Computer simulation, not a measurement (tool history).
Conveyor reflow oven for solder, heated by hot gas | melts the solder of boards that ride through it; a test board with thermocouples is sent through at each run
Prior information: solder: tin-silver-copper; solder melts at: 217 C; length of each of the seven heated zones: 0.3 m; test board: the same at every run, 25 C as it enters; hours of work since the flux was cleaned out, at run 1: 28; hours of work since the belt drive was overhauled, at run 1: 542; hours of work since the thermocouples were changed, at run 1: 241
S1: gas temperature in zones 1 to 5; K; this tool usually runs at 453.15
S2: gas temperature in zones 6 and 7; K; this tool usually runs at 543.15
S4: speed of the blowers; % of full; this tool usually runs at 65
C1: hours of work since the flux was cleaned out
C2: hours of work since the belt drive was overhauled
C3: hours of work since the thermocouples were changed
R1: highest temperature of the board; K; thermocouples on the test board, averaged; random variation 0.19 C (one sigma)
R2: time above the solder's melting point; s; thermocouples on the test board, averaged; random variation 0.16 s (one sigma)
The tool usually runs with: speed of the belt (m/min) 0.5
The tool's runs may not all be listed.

Run 1, hour 0: usual settings; C1 28; C2 542; C3 241. Result: R1 529.85 K, R2 59.5 s.
Run 2, hour 26.3: usual settings; C1 41; C2 554; C3 254. Result: R1 529.95 K, R2 59.3 s.
Run 3, hour 51.9: usual settings; C1 53; C2 567; C3 266. Result: R1 529.95 K, R2 59.5 s.
Run 4, hour 73.2: usual settings but S2 542.15 K; C1 63; C2 577; C3 276. Result: R1 529.25 K, R2 58.7 s.
Run 5, hour 99.9: usual settings but S2 542.15 K; C1 76; C2 590; C3 289. Result: R1 529.05 K, R2 58.9 s.
Run 6, hour 117.4: usual settings but speed of the belt (m/min) 0.439; C1 85; C2 598; C3 297. Result: R1 533.15 K, R2 70.4 s.
Run 7, hour 146.6: usual settings but S1 463.15 K, S4 59 % of full; C1 99; C2 612; C3 311. Result: R1 530.35 K, R2 63.1 s.
Run 8, hour 177.7: usual settings but S1 463.15 K, S2 533.15 K, speed of the belt (m/min) 0.478, S4 60 % of full; C1 114; C2 627; C3 326. Result: R1 522.95 K, R2 62.1 s.
Run 9, hour 192.6: usual settings but S1 441.15 K, S2 553.15 K, speed of the belt (m/min) 0.593, S4 60 % of full; C1 121; C2 634; C3 333. Result: R1 527.75 K, R2 44.2 s.
Run 10, hour 211: usual settings but S1 441.15 K, S2 553.15 K, speed of the belt (m/min) 0.593, S4 62 % of full; C1 130; C2 643; C3 342. Result: R1 528.65 K, R2 44.7 s.
Run 11, hour 226.8: usual settings but S1 441.15 K, S2 553.15 K, speed of the belt (m/min) 0.593, S4 62 % of full; C1 137; C2 651; C3 350. Result: R1 528.55 K, R2 44.8 s.
Run 12, hour 262.1: usual settings but S1 441.15 K, S2 558.15 K, speed of the belt (m/min) 0.593, S4 68 % of full; C1 154; C2 668; C3 367. Result: R1 534.75 K, R2 48.3 s.

Branching from run 12: 3 alternative next runs. What would each branch give?
Run A, hour 282.4: usual settings but S4 75 % of full; C1 164; C2 678; C3 377. Result: R1 ?, R2 ?.
Run B, hour 282.4: usual settings but S1 442.15 K, S2 558.15 K, speed of the belt (m/min) 0.593, S4 73 % of full; C1 164; C2 678; C3 377. Result: R1 ?, R2 ?.
Run C, hour 282.4: usual settings but S1 441.15 K, S2 547.15 K, speed of the belt (m/min) 0.443, S4 74 % of full; C1 164; C2 678; C3 377. Result: R1 ?, R2 ?.

run      R1    R2
  A  531.65  60.6
  B  536.25  49.4
  C  536.45  67.6
Had the tool no hidden state, the same runs would have come out as:
run      R1    R2
  A  531.75  60.5
  B  537.15  49.6
  C  536.55  67.5

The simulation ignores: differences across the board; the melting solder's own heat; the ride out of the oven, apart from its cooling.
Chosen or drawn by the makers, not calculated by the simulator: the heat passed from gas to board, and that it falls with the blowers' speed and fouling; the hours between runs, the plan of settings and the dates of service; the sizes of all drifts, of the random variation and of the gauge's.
